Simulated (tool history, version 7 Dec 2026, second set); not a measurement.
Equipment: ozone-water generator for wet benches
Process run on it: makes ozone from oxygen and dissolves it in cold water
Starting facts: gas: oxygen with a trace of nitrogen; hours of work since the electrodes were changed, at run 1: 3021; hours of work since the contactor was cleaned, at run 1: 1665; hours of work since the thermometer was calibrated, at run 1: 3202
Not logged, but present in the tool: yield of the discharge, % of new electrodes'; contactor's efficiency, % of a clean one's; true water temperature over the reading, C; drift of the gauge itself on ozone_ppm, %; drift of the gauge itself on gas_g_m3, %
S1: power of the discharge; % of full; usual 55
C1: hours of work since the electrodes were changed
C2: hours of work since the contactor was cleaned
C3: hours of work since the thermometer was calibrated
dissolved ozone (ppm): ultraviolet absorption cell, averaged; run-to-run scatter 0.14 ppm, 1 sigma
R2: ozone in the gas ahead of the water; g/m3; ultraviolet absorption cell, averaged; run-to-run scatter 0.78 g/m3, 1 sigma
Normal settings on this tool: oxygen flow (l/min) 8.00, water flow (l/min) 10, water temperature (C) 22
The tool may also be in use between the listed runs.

Run 1, hour 0.0: usual settings; C1 3021; C2 1665; C3 3202. Result: dissolved ozone (ppm) 16.1, R2 121.1 g/m3.
Run 2, hour 90.7: usual settings; C1 3107; C2 1751; C3 3288. Result: dissolved ozone (ppm) 16.2, R2 119.7 g/m3.
Run 3, hour 165.7: usual settings; C1 3178; C2 1822; C3 3359. Result: dissolved ozone (ppm) 16.2, R2 121.1 g/m3.
Run 4, hour 301.4: usual settings but water temperature (C) 26; C1 3306; C2 1950; C3 3487. Result: dissolved ozone (ppm) 14.6, R2 120.7 g/m3.
Run 5, hour 374.4: usual settings; C1 3375; C2 2019; C3 3556. Result: dissolved ozone (ppm) 16.5, R2 121.8 g/m3.
Run 6, hour 462.8: usual settings but oxygen flow (l/min) 7.88; C1 3459; C2 2103; C3 3640. Result: dissolved ozone (ppm) 16.4, R2 122.8 g/m3.
Run 7, hour 590.4: usual settings; C1 3579; C2 2223; C3 3761. Result: dissolved ozone (ppm) 16.1, R2 121.1 g/m3.
Run 8, hour 715.6: usual settings; C1 3698; C2 2342; C3 3879. Result: dissolved ozone (ppm) 16.3, R2 120.1 g/m3.
Run 9, hour 799.7: usual settings; C1 3777; C2 2421; C3 3958. Result: dissolved ozone (ppm) 16.3, R2 121.1 g/m3.
At hour 814.4: contactor cleaned.
Run 10, hour 876.9: usual settings; C1 3846; C2 59; C3 4028. Result: dissolved ozone (ppm) 16.2, R2 120.9 g/m3.
Run 11, hour 1003.5: usual settings; C1 3966; C2 179; C3 4147. Result: dissolved ozone (ppm) 16.2, R2 120.5 g/m3.
Run 12, hour 1069.2: usual settings but S1 42 % of full, water flow (l/min) 6; C1 4028; C2 241; C3 4209. Result: dissolved ozone (ppm) 16.7, R2 96.2 g/m3.
Run 13, hour 1177.1: usual settings but S1 42 % of full, oxygen flow (l/min) 6.04, water flow (l/min) 14; C1 4130; C2 343; C3 4311. Result: dissolved ozone (ppm) 11.5, R2 112.2 g/m3.
Run 14, hour 1252.1: usual settings but S1 42 % of full, oxygen flow (l/min) 6.04, water flow (l/min) 14; C1 4201; C2 414; C3 4382. Result: dissolved ozone (ppm) 11.8, R2 114.3 g/m3.
Run 15, hour 1319.9: usual settings but S1 47 % of full, oxygen flow (l/min) 6.04, water flow (l/min) 9; C1 4265; C2 478; C3 4446. Result: dissolved ozone (ppm) 16.2, R2 123.5 g/m3.
Run 16, hour 1456.7: usual settings but S1 47 % of full, oxygen flow (l/min) 6.04, water flow (l/min) 7, water temperature (C) 23; C1 4394; C2 607; C3 4576. Result: dissolved ozone (ppm) 18.3, R2 123.8 g/m3.
Run 17, hour 1581.1: usual settings but S1 47 % of full, oxygen flow (l/min) 6.04, water flow (l/min) 7, water temperature (C) 23; C1 4512; C2 725; C3 4693. Result: dissolved ozone (ppm) 18.3, R2 122.8 g/m3.
Run 18, hour 1688.5: usual settings but S1 47 % of full, oxygen flow (l/min) 6.04, water flow (l/min) 7, water temperature (C) 23; C1 4613; C2 826; C3 4795. Result: dissolved ozone (ppm) 18.3, R2 123.9 g/m3.
Run 19, hour 1781.5: usual settings but S1 83 % of full, water flow (l/min) 13, water temperature (C) 18; C1 4701; C2 914; C3 4883. Result: dissolved ozone (ppm) 21.4, R2 167.1 g/m3.

5 options for the next run, each taken on its own from the tool as it stands now. Forecast them:
Run A, hour 1889.3: usual settings but S1 79 % of full; C1 4803; C2 1016; C3 4985. Result: dissolved ozone (ppm) ?, R2 ?.
Run B, hour 1889.3: usual settings but S1 49 % of full, oxygen flow (l/min) 11.96, water flow (l/min) 16; C1 4803; C2 1016; C3 4985. Result: dissolved ozone (ppm) ?, R2 ?.
Run C, hour 1889.3: usual settings but S1 56 % of full, water flow (l/min) 7, water temperature (C) 18; C1 4803; C2 1016; C3 4985. Result: dissolved ozone (ppm) ?, R2 ?.
Run D, hour 1889.3: usual settings but S1 83 % of full, water flow (l/min) 9, water temperature (C) 18; C1 4803; C2 1016; C3 4985. Result: dissolved ozone (ppm) ?, R2 ?.
Run E, hour 1889.3: usual settings but S1 83 % of full, oxygen flow (l/min) 13.62, water flow (l/min) 11, water temperature (C) 18; C1 4803; C2 1016; C3 4985. Result: dissolved ozone (ppm) ?, R2 ?.

run  dissolved ozone (ppm)     R2
  A                   21.9  159.3
  B                   10.5   88.1
  C                   21.8  122.0
  D                   26.4  167.0
  E                   20.2  123.6
With the hidden condition removed and each run's random variation left untouched, the same runs would have given:
run  dissolved ozone (ppm)     R2
  A                   21.9  159.7
  B                   10.5   88.3
  C                   21.9  122.3
  D                   26.5  167.5
  E                   20.2  124.0
